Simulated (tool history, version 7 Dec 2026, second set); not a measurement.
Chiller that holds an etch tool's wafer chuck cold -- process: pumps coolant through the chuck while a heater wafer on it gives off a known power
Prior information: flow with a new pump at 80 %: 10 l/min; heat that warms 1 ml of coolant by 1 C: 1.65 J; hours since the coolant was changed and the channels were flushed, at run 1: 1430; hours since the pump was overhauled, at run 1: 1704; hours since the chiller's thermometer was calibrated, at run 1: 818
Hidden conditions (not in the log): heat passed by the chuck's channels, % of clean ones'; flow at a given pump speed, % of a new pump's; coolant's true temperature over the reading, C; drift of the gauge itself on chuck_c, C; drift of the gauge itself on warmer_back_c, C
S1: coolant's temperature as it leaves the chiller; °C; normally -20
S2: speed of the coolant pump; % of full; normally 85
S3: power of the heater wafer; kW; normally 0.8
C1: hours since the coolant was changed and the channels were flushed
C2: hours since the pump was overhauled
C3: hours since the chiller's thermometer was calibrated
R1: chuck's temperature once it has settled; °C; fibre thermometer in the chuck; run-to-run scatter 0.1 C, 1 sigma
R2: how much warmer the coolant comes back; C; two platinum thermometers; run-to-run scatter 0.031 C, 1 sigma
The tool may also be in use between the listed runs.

Run 1, day 0: usual settings; C1 1430; C2 1704; C3 818. Result: R1 -11.4 °C, R2 2.81 C.
Run 2, day 1.517: usual settings; C1 1467; C2 1740; C3 854. Result: R1 -11.2 °C, R2 2.82 C.
Run 3, day 2.358: usual settings; C1 1487; C2 1760; C3 875. Result: R1 -11.4 °C, R2 2.85 C.
Run 4, day 3.196: usual settings; C1 1507; C2 1780; C3 895. Result: R1 -11.2 °C, R2 2.81 C.
Run 5, day 4.196: usual settings; C1 1531; C2 1804; C3 919. Result: R1 -11.2 °C, R2 2.75 C.
Run 6, day 5.208: usual settings; C1 1555; C2 1829; C3 943. Result: R1 -11.2 °C, R2 2.8 C.
Run 7, day 6.804: usual settings; C1 1593; C2 1867; C3 981. Result: R1 -11.1 °C, R2 2.79 C.
Run 8, day 7.575: usual settings; C1 1612; C2 1885; C3 1000. Result: R1 -11.2 °C, R2 2.79 C.
Run 9, day 8.292: usual settings but S1 -10 °C; C1 1629; C2 1903; C3 1017. Result: R1 -1 °C, R2 2.77 C.
Run 10, day 9.279: usual settings but S1 -10 °C; C1 1653; C2 1926; C3 1041. Result: R1 -0.9 °C, R2 2.79 C.
Run 11, day 9.975: usual settings but S1 -10 °C; C1 1670; C2 1943; C3 1057. Result: R1 -1 °C, R2 2.81 C.
Run 12, day 10.654: usual settings but S1 -10 °C; C1 1686; C2 1959; C3 1074. Result: R1 -0.9 °C, R2 2.82 C.
Run 13, day 12.229: usual settings; C1 1724; C2 1997; C3 1111. Result: R1 -11.2 °C, R2 2.73 C.
Run 14, day 13.8: usual settings but S2 69 % of full; C1 1761; C2 2035; C3 1149. Result: R1 -9.6 °C, R2 3.47 C.
Run 15, day 15.496: usual settings but S2 69 % of full; C1 1802; C2 2076; C3 1190. Result: R1 -9.6 °C, R2 3.44 C.
Run 16, day 16.367: usual settings but S1 -23 °C, S2 75 % of full, S3 0.472 kW; C1 1823; C2 2096; C3 1211. Result: R1 -17.1 °C, R2 1.83 C.
Run 17, day 17.55: usual settings but S1 -23 °C, S2 61 % of full, S3 0.472 kW; C1 1851; C2 2125; C3 1239. Result: R1 -16.3 °C, R2 2.28 C.
Run 18, day 18.562: usual settings but S2 95 % of full, S3 0.983 kW; C1 1876; C2 2149; C3 1263. Result: R1 -9.9 °C, R2 3.12 C.
Run 19, day 19.271: usual settings but S2 67 % of full, S3 0.5 kW; C1 1893; C2 2166; C3 1280. Result: R1 -13.3 °C, R2 2.19 C.
Run 20, day 20.025: usual settings but S2 67 % of full, S3 0.5 kW; C1 1911; C2 2184; C3 1299. Result: R1 -13.2 °C, R2 2.25 C.
Run 21, day 21.146: usual settings but S1 -14 °C, S3 0.742 kW; C1 1938; C2 2211; C3 1325. Result: R1 -5.6 °C, R2 2.57 C.
Run 22, day 22.546: usual settings but S1 -30 °C, S2 98 % of full; C1 1971; C2 2245; C3 1359. Result: R1 -22 °C, R2 2.43 C.
Run 23, day 23.579: usual settings but S1 -10 °C, S2 77 % of full, S3 0.652 kW; C1 1996; C2 2270; C3 1384. Result: R1 -2.1 °C, R2 2.48 C.
Run 24, day 24.408: usual settings but S1 -10 °C, S2 77 % of full, S3 0.652 kW; C1 2016; C2 2289; C3 1404. Result: R1 -2.1 °C, R2 2.6 C.
Run 25, day 25.896: usual settings but S1 -14 °C, S2 87 % of full, S3 0.41 kW; C1 2052; C2 2325; C3 1439. Result: R1 -9.3 °C, R2 1.41 C.
Run 26, day 27.296: usual settings but S1 -10 °C, S2 84 % of full, S3 1.178 kW; C1 2085; C2 2359; C3 1473. Result: R1 3.4 °C, R2 4.23 C.
Run 27, day 28.392: usual settings but S1 -10 °C, S2 84 % of full, S3 1.178 kW; C1 2112; C2 2385; C3 1499. Result: R1 3.3 °C, R2 4.22 C.
Run 28, day 29.488: usual settings but S1 -29 °C, S3 0.434 kW; C1 2138; C2 2411; C3 1526. Result: R1 -24 °C, R2 1.49 C.
Run 29, day 30.662: usual settings but S2 98 % of full, S3 0.69 kW; C1 2166; C2 2439; C3 1554. Result: R1 -12.9 °C, R2 2.12 C.
Run 30, day 32.058: usual settings but S3 0.463 kW; C1 2200; C2 2473; C3 1587. Result: R1 -14.8 °C, R2 1.64 C.

Measured result minus the same run's result without the hidden state. Both carry the same run-to-run variation, though not necessarily the same gauge scatter:
run    R1     R2
  1  +0.4  +0.05
  2  +0.5  +0.05
  3  +0.5  +0.04
  4  +0.5  +0.05
  5  +0.5  +0.05
  6  +0.5  +0.05
  7  +0.6  +0.05
  8  +0.6  +0.05
  9  +0.6  +0.06
 10  +0.6  +0.05
 11  +0.6  +0.05
 12  +0.6  +0.06
 13  +0.5  +0.06
 14  +0.6  +0.07
 15  +0.7  +0.07
 16  +0.4  +0.04
 17  +0.5  +0.05
 18  +0.7  +0.06
 19  +0.5  +0.04
 20  +0.5  +0.05
 21  +0.6  +0.05
 22  +0.6  +0.06
 23  +0.6  +0.06
 24  +0.6  +0.06
 25  +0.4  +0.03
 26    +1   +0.1
 27    +1   +0.1
 28  +0.4  +0.04
 29  +0.6  +0.05
 30  +0.5  +0.04
